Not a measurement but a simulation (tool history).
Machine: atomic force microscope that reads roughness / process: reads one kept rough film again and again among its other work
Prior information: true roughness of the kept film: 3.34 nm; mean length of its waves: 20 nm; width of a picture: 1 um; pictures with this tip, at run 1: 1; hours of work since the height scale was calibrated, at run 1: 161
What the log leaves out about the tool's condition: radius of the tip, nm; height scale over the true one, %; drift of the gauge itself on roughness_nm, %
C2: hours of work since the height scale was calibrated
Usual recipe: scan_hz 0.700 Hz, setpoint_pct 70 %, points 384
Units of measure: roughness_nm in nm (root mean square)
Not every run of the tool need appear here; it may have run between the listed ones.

run 1 day=0.000 | scan_hz=0.700 setpoint_pct=70 points=384 | pictures_with_this_tip=1 C2=161 | roughness_nm=2.367
run 2 day=0.350 | scan_hz=2.286 setpoint_pct=70 points=384 | pictures_with_this_tip=7 C2=164 | roughness_nm=2.180
run 3 day=0.762 | scan_hz=2.286 setpoint_pct=70 points=384 | pictures_with_this_tip=14 C2=168 | roughness_nm=2.158
run 4 day=1.000 | scan_hz=2.286 setpoint_pct=70 points=384 | pictures_with_this_tip=18 C2=171 | roughness_nm=2.134
run 5 day=1.342 | scan_hz=2.286 setpoint_pct=70 points=384 | pictures_with_this_tip=25 C2=174 | roughness_nm=2.122
run 6 day=1.633 | scan_hz=2.286 setpoint_pct=70 points=267 | pictures_with_this_tip=30 C2=177 | roughness_nm=2.074
run 7 day=1.912 | scan_hz=2.286 setpoint_pct=70 points=267 | pictures_with_this_tip=35 C2=180 | roughness_nm=2.031
run 8 day=2.225 | scan_hz=0.700 setpoint_pct=64 points=384 | pictures_with_this_tip=40 C2=183 | roughness_nm=2.247
run 9 day=2.604 | scan_hz=0.700 setpoint_pct=64 points=384 | pictures_with_this_tip=47 C2=186 | roughness_nm=2.214
run 10 day=3.012 | scan_hz=0.700 setpoint_pct=64 points=384 | pictures_with_this_tip=55 C2=190 | roughness_nm=2.170
run 11 day=3.200 | scan_hz=0.700 setpoint_pct=64 points=384 | pictures_with_this_tip=58 C2=192 | roughness_nm=2.163
run 12 day=3.600 | scan_hz=0.700 setpoint_pct=64 points=384 | pictures_with_this_tip=65 C2=196 | roughness_nm=2.114
run 13 day=4.033 | scan_hz=0.700 setpoint_pct=64 points=384 | pictures_with_this_tip=73 C2=200 | roughness_nm=2.116
run 14 day=4.367 | scan_hz=0.700 setpoint_pct=64 points=384 | pictures_with_this_tip=79 C2=203 | roughness_nm=2.092
run 15 day=4.779 | scan_hz=0.700 setpoint_pct=64 points=384 | pictures_with_this_tip=86 C2=207 | roughness_nm=2.052
run 16 day=4.979 | scan_hz=0.700 setpoint_pct=64 points=384 | pictures_with_this_tip=90 C2=209 | roughness_nm=2.059
run 17 day=5.158 | scan_hz=0.700 setpoint_pct=70 points=384 | pictures_with_this_tip=93 C2=211 | roughness_nm=2.029
run 18 day=5.342 | scan_hz=0.700 setpoint_pct=70 points=384 | pictures_with_this_tip=96 C2=213 | roughness_nm=2.008
run 19 day=5.550 | scan_hz=0.700 setpoint_pct=70 points=470 | pictures_with_this_tip=100 C2=215 | roughness_nm=2.010
run 20 day=5.767 | scan_hz=0.700 setpoint_pct=70 points=384 | pictures_with_this_tip=104 C2=217 | roughness_nm=1.977
run 21 day=6.008 | scan_hz=0.700 setpoint_pct=70 points=384 | pictures_with_this_tip=108 C2=219 | roughness_nm=1.981
run 22 day=6.438 | scan_hz=0.700 setpoint_pct=70 points=384 | pictures_with_this_tip=116 C2=223 | roughness_nm=1.956
run 23 day=6.754 | scan_hz=0.700 setpoint_pct=70 points=384 | pictures_with_this_tip=122 C2=226 | roughness_nm=1.937
run 24 day=6.938 | scan_hz=0.700 setpoint_pct=70 points=384 | pictures_with_this_tip=125 C2=228 | roughness_nm=1.915
run 25 day=7.325 | scan_hz=2.296 setpoint_pct=70 points=384 | pictures_with_this_tip=132 C2=232 | roughness_nm=1.767
run 26 day=7.654 | scan_hz=2.296 setpoint_pct=70 points=384 | pictures_with_this_tip=138 C2=235 | roughness_nm=1.763
-- day=7.733 height scale calibrated on a step standard
run 27 day=7.925 | scan_hz=2.567 setpoint_pct=80 points=631 | pictures_with_this_tip=142 C2=2 | roughness_nm=1.615
-- day=8.217 new tip fitted
run 28 day=8.250 | scan_hz=2.567 setpoint_pct=84 points=631 | pictures_with_this_tip=0 C2=5 | roughness_nm=1.983
run 29 day=8.454 | scan_hz=2.567 setpoint_pct=84 points=631 | pictures_with_this_tip=4 C2=7 | roughness_nm=1.957
run 30 day=8.717 | scan_hz=0.635 setpoint_pct=70 points=384 | pictures_with_this_tip=9 C2=9 | roughness_nm=2.364
run 31 day=9.067 | scan_hz=0.635 setpoint_pct=70 points=384 | pictures_with_this_tip=15 C2=13 | roughness_nm=2.315
-- day=9.438 height scale calibrated on a step standard, once more
run 32 day=9.475 | scan_hz=0.635 setpoint_pct=70 points=384 | pictures_with_this_tip=21 C2=0 | roughness_nm=2.318
run 33 day=9.767 | scan_hz=0.751 setpoint_pct=78 points=384 | pictures_with_this_tip=27 C2=3 | roughness_nm=2.207
run 34 day=10.142 | scan_hz=1.251 setpoint_pct=57 points=473 | pictures_with_this_tip=33 C2=7 | roughness_nm=2.285
run 35 day=10.500 | scan_hz=1.251 setpoint_pct=57 points=473 | pictures_with_this_tip=40 C2=10 | roughness_nm=2.254
run 36 day=10.750 | scan_hz=3.652 setpoint_pct=70 points=384 | pictures_with_this_tip=44 C2=13 | roughness_nm=1.918
run 37 day=11.121 | scan_hz=1.067 setpoint_pct=56 points=930 | pictures_with_this_tip=51 C2=16 | roughness_nm=2.241
run 38 day=11.433 | scan_hz=1.212 setpoint_pct=56 points=930 | pictures_with_this_tip=56 C2=19 | roughness_nm=2.209
run 39 day=11.608 | scan_hz=0.518 setpoint_pct=70 points=384 | pictures_with_this_tip=60 C2=21 | roughness_nm=2.172
run 40 day=11.917 | scan_hz=2.165 setpoint_pct=61 points=384 | pictures_with_this_tip=65 C2=24 | roughness_nm=2.073
run 41 day=12.100 | scan_hz=0.700 setpoint_pct=82 points=608 | pictures_with_this_tip=68 C2=26 | roughness_nm=2.075
run 42 day=12.454 | scan_hz=2.648 setpoint_pct=83 points=494 | pictures_with_this_tip=75 C2=29 | roughness_nm=1.748
run 43 day=12.667 | scan_hz=2.648 setpoint_pct=83 points=494 | pictures_with_this_tip=79 C2=31 | roughness_nm=1.727
run 44 day=12.883 | scan_hz=1.642 setpoint_pct=83 points=494 | pictures_with_this_tip=83 C2=33 | roughness_nm=1.850
run 45 day=13.254 | scan_hz=1.988 setpoint_pct=66 points=583 | pictures_with_this_tip=89 C2=37 | roughness_nm=1.976
run 46 day=13.521 | scan_hz=1.988 setpoint_pct=66 points=583 | pictures_with_this_tip=94 C2=40 | roughness_nm=1.963
run 47 day=13.750 | scan_hz=0.700 setpoint_pct=84 points=519 | pictures_with_this_tip=98 C2=42 | roughness_nm=1.963
run 48 day=14.075 | scan_hz=2.507 setpoint_pct=77 points=366 | pictures_with_this_tip=104 C2=45 | roughness_nm=1.754
run 49 day=14.504 | scan_hz=1.789 setpoint_pct=70 points=384 | pictures_with_this_tip=111 C2=49 | roughness_nm=1.877
run 50 day=14.846 | scan_hz=1.479 setpoint_pct=59 points=265 | pictures_with_this_tip=118 C2=52 | roughness_nm=1.928
run 51 day=15.225 | scan_hz=3.686 setpoint_pct=73 points=506 | pictures_with_this_tip=124 C2=56 | roughness_nm=1.664
run 52 day=15.508 | scan_hz=0.700 setpoint_pct=75 points=681 | pictures_with_this_tip=129 C2=59 | roughness_nm=1.924

Alternative continuations, all from the tool just after run 52; predict every row:
run A day=15.796 | scan_hz=0.700 setpoint_pct=60 points=311 | pictures_with_this_tip=135 C2=62 | roughness_nm=?
run B day=15.796 | scan_hz=1.293 setpoint_pct=67 points=621 | pictures_with_this_tip=135 C2=62 | roughness_nm=?
run C day=15.796 | scan_hz=1.449 setpoint_pct=75 points=681 | pictures_with_this_tip=135 C2=62 | roughness_nm=?
run D day=15.796 | scan_hz=2.551 setpoint_pct=79 points=440 | pictures_with_this_tip=135 C2=62 | roughness_nm=?

run=A roughness_nm=1.910
run=B roughness_nm=1.881
run=C roughness_nm=1.833
run=D roughness_nm=1.643
Without the tool's hidden state the same runs would have given:
run=A roughness_nm=2.385
run=B roughness_nm=2.350
run=C roughness_nm=2.289
run=D roughness_nm=2.052
